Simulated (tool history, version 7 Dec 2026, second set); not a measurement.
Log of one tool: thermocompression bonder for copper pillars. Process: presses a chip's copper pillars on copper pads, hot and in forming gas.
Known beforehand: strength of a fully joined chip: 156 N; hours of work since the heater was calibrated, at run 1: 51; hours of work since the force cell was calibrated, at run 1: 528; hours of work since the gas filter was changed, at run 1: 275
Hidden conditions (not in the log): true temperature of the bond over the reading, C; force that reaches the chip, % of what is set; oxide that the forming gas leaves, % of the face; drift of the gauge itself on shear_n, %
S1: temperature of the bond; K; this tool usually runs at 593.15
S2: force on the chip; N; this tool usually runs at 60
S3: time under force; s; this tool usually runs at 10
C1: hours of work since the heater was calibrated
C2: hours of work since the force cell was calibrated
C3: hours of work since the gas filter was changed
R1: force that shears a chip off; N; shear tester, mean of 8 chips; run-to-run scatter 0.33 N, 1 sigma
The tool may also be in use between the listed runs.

run   hour      S1  S2  S3   C1   C2   C3    R1
  1      0  593.15  60  10   51  528  275  65.3
       6.9  -- forming gas filter changed
  2   27.5  593.15  60  10   72  550   16  71.4
  3   42.2  593.15  65  10   84  561   28  76.4
  4   68.5  593.15  49  10  105  582   49  57.3
  5   97.3  593.15  60  12  128  605   72  75.3
  6  120.5  612.15  60  10  146  624   90  88.3
  7  133.2  612.15  60   8  156  634  100  82.3
  8    159  593.15  60  10  177  654  121  70.3
  9  174.4  593.15  60  10  189  666  133  69.7
 10  202.1  593.15  60  10  211  688  155  70.1
 11  215.3  593.15  60  10  221  699  166  69.5
 12    229  563.15  60  10  232  710  177  45.3
 13  256.6  563.15  60  10  254  732  198  44.9
 14  272.9  563.15  60  10  267  745  211  44.7
 15  293.1  593.15  60  10  283  761  228  69.7
 16  305.3  593.15  60  10  293  771  237  69.4
 17  325.6  583.15  60  10  309  787  253  60.6
 18  349.4  583.15  60   6  328  806  272  49.6
     360.6  -- forming gas filter changed
 19  371.5  583.15  60   6  345  823    9  53.6
 20  391.7  583.15  60   6  361  839   25  53.9
 21  419.3  593.15  48   8  383  861   47  54.8
 22  430.9  593.15  48   8  393  870   56  54.7
 23  446.8  590.15  67   6  405  883   69  65.8
 24  470.3  590.15  39   6  424  901   87  36.5

Run 25, settings as shown, results not yet in. Your forecast:
 25  494.9  606.15  74  13  443  921  107   ?

{"run 25": {"R1": 107.9}}
Had the tool carried no hidden state, the very same run would have given R1 104.2 N.
